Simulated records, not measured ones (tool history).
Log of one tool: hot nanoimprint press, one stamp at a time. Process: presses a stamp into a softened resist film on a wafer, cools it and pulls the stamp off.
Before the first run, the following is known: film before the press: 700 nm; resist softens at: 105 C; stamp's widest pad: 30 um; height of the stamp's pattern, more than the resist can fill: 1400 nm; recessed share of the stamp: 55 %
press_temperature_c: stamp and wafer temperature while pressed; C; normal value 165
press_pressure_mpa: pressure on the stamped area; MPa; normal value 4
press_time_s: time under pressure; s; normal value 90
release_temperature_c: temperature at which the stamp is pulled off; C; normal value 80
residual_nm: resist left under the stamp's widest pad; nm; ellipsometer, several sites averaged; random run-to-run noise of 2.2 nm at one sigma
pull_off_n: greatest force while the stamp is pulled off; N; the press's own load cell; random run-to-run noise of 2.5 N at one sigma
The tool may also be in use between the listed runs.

run 1 hour=0 | press_temperature_c=165 press_pressure_mpa=4 press_time_s=90 release_temperature_c=80 | residual_nm=360.8 pull_off_n=120
run 2 hour=28.2 | press_temperature_c=165 press_pressure_mpa=4 press_time_s=90 release_temperature_c=80 | residual_nm=363.8 pull_off_n=121
run 3 hour=56.8 | press_temperature_c=162 press_pressure_mpa=4 press_time_s=90 release_temperature_c=80 | residual_nm=426.3 pull_off_n=125
run 4 hour=81.3 | press_temperature_c=162 press_pressure_mpa=4 press_time_s=90 release_temperature_c=80 | residual_nm=425 pull_off_n=116
run 5 hour=97.3 | press_temperature_c=162 press_pressure_mpa=4 press_time_s=90 release_temperature_c=80 | residual_nm=425.6 pull_off_n=118
run 6 hour=110.7 | press_temperature_c=162 press_pressure_mpa=4 press_time_s=90 release_temperature_c=80 | residual_nm=430 pull_off_n=117
run 7 hour=140.6 | press_temperature_c=162 press_pressure_mpa=4 press_time_s=90 release_temperature_c=80 | residual_nm=427.7 pull_off_n=114
run 8 hour=159.1 | press_temperature_c=165 press_pressure_mpa=4 press_time_s=90 release_temperature_c=80 | residual_nm=364.7 pull_off_n=115
run 9 hour=179 | press_temperature_c=165 press_pressure_mpa=4 press_time_s=90 release_temperature_c=80 | residual_nm=362.2 pull_off_n=120
run 10 hour=204.7 | press_temperature_c=165 press_pressure_mpa=4 press_time_s=90 release_temperature_c=80 | residual_nm=363.4 pull_off_n=121
run 11 hour=220.6 | press_temperature_c=165 press_pressure_mpa=4 press_time_s=90 release_temperature_c=80 | residual_nm=362.1 pull_off_n=120
run 12 hour=247.9 | press_temperature_c=165 press_pressure_mpa=3.93 press_time_s=90 release_temperature_c=80 | residual_nm=363.9 pull_off_n=115
run 13 hour=266.7 | press_temperature_c=165 press_pressure_mpa=4 press_time_s=90 release_temperature_c=80 | residual_nm=361.2 pull_off_n=115
run 14 hour=288.8 | press_temperature_c=165 press_pressure_mpa=4 press_time_s=90 release_temperature_c=80 | residual_nm=360.6 pull_off_n=119
run 15 hour=318.1 | press_temperature_c=165 press_pressure_mpa=4 press_time_s=90 release_temperature_c=74 | residual_nm=364 pull_off_n=125
run 16 hour=339.4 | press_temperature_c=165 press_pressure_mpa=4 press_time_s=90 release_temperature_c=80 | residual_nm=361.8 pull_off_n=121
run 17 hour=354.9 | press_temperature_c=165 press_pressure_mpa=4 press_time_s=113 release_temperature_c=76 | residual_nm=333.4 pull_off_n=126
run 18 hour=374.9 | press_temperature_c=160 press_pressure_mpa=4 press_time_s=113 release_temperature_c=80 | residual_nm=440 pull_off_n=118
run 19 hour=394.8 | press_temperature_c=174 press_pressure_mpa=4.85 press_time_s=52 release_temperature_c=82 | residual_nm=240 pull_off_n=116
run 20 hour=409.6 | press_temperature_c=163 press_pressure_mpa=4 press_time_s=73 release_temperature_c=73 | residual_nm=427.2 pull_off_n=125
run 21 hour=421.8 | press_temperature_c=157 press_pressure_mpa=4 press_time_s=97 release_temperature_c=74 | residual_nm=521.6 pull_off_n=128
run 22 hour=446.8 | press_temperature_c=165 press_pressure_mpa=4.46 press_time_s=90 release_temperature_c=80 | residual_nm=344.3 pull_off_n=120
run 23 hour=473.9 | press_temperature_c=165 press_pressure_mpa=5.21 press_time_s=90 release_temperature_c=88 | residual_nm=321.9 pull_off_n=113
run 24 hour=495.7 | press_temperature_c=161 press_pressure_mpa=5.93 press_time_s=85 release_temperature_c=68 | residual_nm=396.3 pull_off_n=127
run 25 hour=530.2 | press_temperature_c=161 press_pressure_mpa=5.93 press_time_s=85 release_temperature_c=68 | residual_nm=393.3 pull_off_n=129
run 26 hour=559.5 | press_temperature_c=161 press_pressure_mpa=5.93 press_time_s=85 release_temperature_c=68 | residual_nm=397.1 pull_off_n=133
run 27 hour=580.2 | press_temperature_c=161 press_pressure_mpa=3.83 press_time_s=85 release_temperature_c=68 | residual_nm=460.4 pull_off_n=130
run 28 hour=594.5 | press_temperature_c=161 press_pressure_mpa=3.83 press_time_s=85 release_temperature_c=68 | residual_nm=463.6 pull_off_n=124
run 29 hour=617.1 | press_temperature_c=165 press_pressure_mpa=4 press_time_s=90 release_temperature_c=77 | residual_nm=357.5 pull_off_n=118
run 30 hour=635.9 | press_temperature_c=165 press_pressure_mpa=4 press_time_s=90 release_temperature_c=77 | residual_nm=362.4 pull_off_n=120
run 31 hour=661 | press_temperature_c=165 press_pressure_mpa=2.8 press_time_s=69 release_temperature_c=80 | residual_nm=451.1 pull_off_n=123

Not shown: 4 entries that the log had between the listed runs. Between which runs, and how does the tool's hidden state differ before and after?
Run 3 -> run 4: stamp cleaned and given a new release coat (hour 75.2)
  grip of the stamp's worn release coat, % over a new coat's: 1.8 -> 0
  measured less the result without the state, pull_off_n: +3 -> +0 N
Run 11 -> run 12: press's hydraulic seals changed and the load cell set to zero (hour 230.8)
  pressure that arrives at the usual setting, %: 99.93 -> 100; grip of the stamp's worn release coat, % over a new coat's: 0.6 -> 0.7
  measured less the result without the state, pull_off_n: +0 -> +1 N
Run 13 -> run 14: plate thermocouple calibrated (hour 285.2)
  true temperature over the reading, C: -0.08 -> -0.01; grip of the stamp's worn release coat, % over a new coat's: 0.7 -> 0.8
  measured less the result without the state, pull_off_n: +1 -> +1 N
Run 24 -> run 25: stamp cleaned and given a new release coat (hour 530.2)
  grip of the stamp's worn release coat, % over a new coat's: 1.7 -> 0
  measured less the result without the state, pull_off_n: +2 -> +0 N
